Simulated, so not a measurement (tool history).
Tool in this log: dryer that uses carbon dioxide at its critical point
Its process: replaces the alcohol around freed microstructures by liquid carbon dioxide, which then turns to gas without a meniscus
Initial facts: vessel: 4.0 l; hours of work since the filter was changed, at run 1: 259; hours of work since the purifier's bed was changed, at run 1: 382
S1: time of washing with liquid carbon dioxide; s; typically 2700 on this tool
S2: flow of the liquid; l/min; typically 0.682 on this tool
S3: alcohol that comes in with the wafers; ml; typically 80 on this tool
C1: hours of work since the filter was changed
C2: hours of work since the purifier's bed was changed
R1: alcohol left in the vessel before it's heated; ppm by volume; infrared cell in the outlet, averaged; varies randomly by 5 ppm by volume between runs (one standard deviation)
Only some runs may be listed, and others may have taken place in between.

run 1 hour=0.0 | S1=2700 S2=0.682 S3=80 | C1=259 C2=382 | R1=111
run 2 hour=22.2 | S1=2700 S2=0.682 S3=80 | C1=273 C2=396 | R1=115
run 3 hour=38.8 | S1=1920 S2=0.682 S3=80 | C1=283 C2=406 | R1=292
run 4 hour=50.7 | S1=2700 S2=0.682 S3=80 | C1=290 C2=413 | R1=114
run 5 hour=69.7 | S1=2700 S2=0.682 S3=80 | C1=302 C2=425 | R1=122
run 6 hour=83.2 | S1=2700 S2=0.596 S3=80 | C1=310 C2=433 | R1=154
run 7 hour=103.0 | S1=2700 S2=0.596 S3=80 | C1=322 C2=446 | R1=156
run 8 hour=125.1 | S1=2700 S2=0.596 S3=80 | C1=336 C2=459 | R1=166
run 9 hour=143.2 | S1=2400 S2=0.596 S3=80 | C1=347 C2=470 | R1=238
run 10 hour=165.3 | S1=2400 S2=0.596 S3=80 | C1=361 C2=484 | R1=250
run 11 hour=180.0 | S1=2700 S2=0.822 S3=80 | C1=370 C2=493 | R1=113
run 12 hour=197.2 | S1=2700 S2=0.822 S3=80 | C1=380 C2=503 | R1=121
run 13 hour=214.1 | S1=2700 S2=0.682 S3=80 | C1=391 C2=514 | R1=142
run 14 hour=227.0 | S1=2700 S2=0.682 S3=80 | C1=398 C2=522 | R1=161
run 15 hour=248.7 | S1=2700 S2=0.682 S3=80 | C1=412 C2=535 | R1=145
run 16 hour=272.8 | S1=2700 S2=0.682 S3=80 | C1=427 C2=550 | R1=155
run 17 hour=296.0 | S1=2700 S2=0.682 S3=80 | C1=441 C2=564 | R1=153
run 18 hour=309.5 | S1=2700 S2=0.682 S3=80 | C1=449 C2=572 | R1=160
run 19 hour=332.9 | S1=2700 S2=0.682 S3=80 | C1=463 C2=586 | R1=165
run 20 hour=347.2 | S1=1860 S2=0.682 S3=80 | C1=472 C2=595 | R1=409
run 21 hour=362.9 | S1=3480 S2=1.048 S3=80 | C1=482 C2=605 | R1=123
run 22 hour=391.0 | S1=2640 S2=0.829 S3=108 | C1=499 C2=622 | R1=151
run 23 hour=407.4 | S1=2700 S2=0.465 S3=28 | C1=509 C2=632 | R1=236
run 24 hour=423.4 | S1=3120 S2=0.474 S3=28 | C1=519 C2=642 | R1=178
run 25 hour=445.2 | S1=2280 S2=0.707 S3=71 | C1=532 C2=655 | R1=225
run 26 hour=463.7 | S1=2700 S2=0.584 S3=23 | C1=544 C2=667 | R1=171
run 27 hour=491.4 | S1=3960 S2=0.900 S3=37 | C1=561 C2=684 | R1=144
-- hour=520.7 inlet filter changed
run 28 hour=520.7 | S1=3960 S2=0.900 S3=37 | C1=0 C2=701 | R1=146
run 29 hour=534.1 | S1=3960 S2=0.900 S3=37 | C1=8 C2=709 | R1=155
run 30 hour=545.8 | S1=2700 S2=0.684 S3=80 | C1=15 C2=716 | R1=170
run 31 hour=565.0 | S1=2700 S2=0.684 S3=80 | C1=27 C2=728 | R1=172
run 32 hour=576.9 | S1=2700 S2=0.691 S3=50 | C1=34 C2=736 | R1=158
run 33 hour=592.2 | S1=2700 S2=0.466 S3=31 | C1=44 C2=745 | R1=220
run 34 hour=616.0 | S1=2700 S2=0.466 S3=31 | C1=58 C2=759 | R1=226

Here are 3 independent what-if runs from the current tool condition. What would each one return?
run A hour=627.5 | S1=3060 S2=0.466 S3=31 | C1=65 C2=767 | R1=?
run B hour=627.5 | S1=2700 S2=0.466 S3=51 | C1=65 C2=767 | R1=?
run C hour=627.5 | S1=1920 S2=0.682 S3=80 | C1=65 C2=767 | R1=?

run=A R1=209
run=B R1=268
run=C R1=316
With no hidden state in the tool, these same runs would have given:
run=A R1=49
run=B R1=102
run=C R1=147

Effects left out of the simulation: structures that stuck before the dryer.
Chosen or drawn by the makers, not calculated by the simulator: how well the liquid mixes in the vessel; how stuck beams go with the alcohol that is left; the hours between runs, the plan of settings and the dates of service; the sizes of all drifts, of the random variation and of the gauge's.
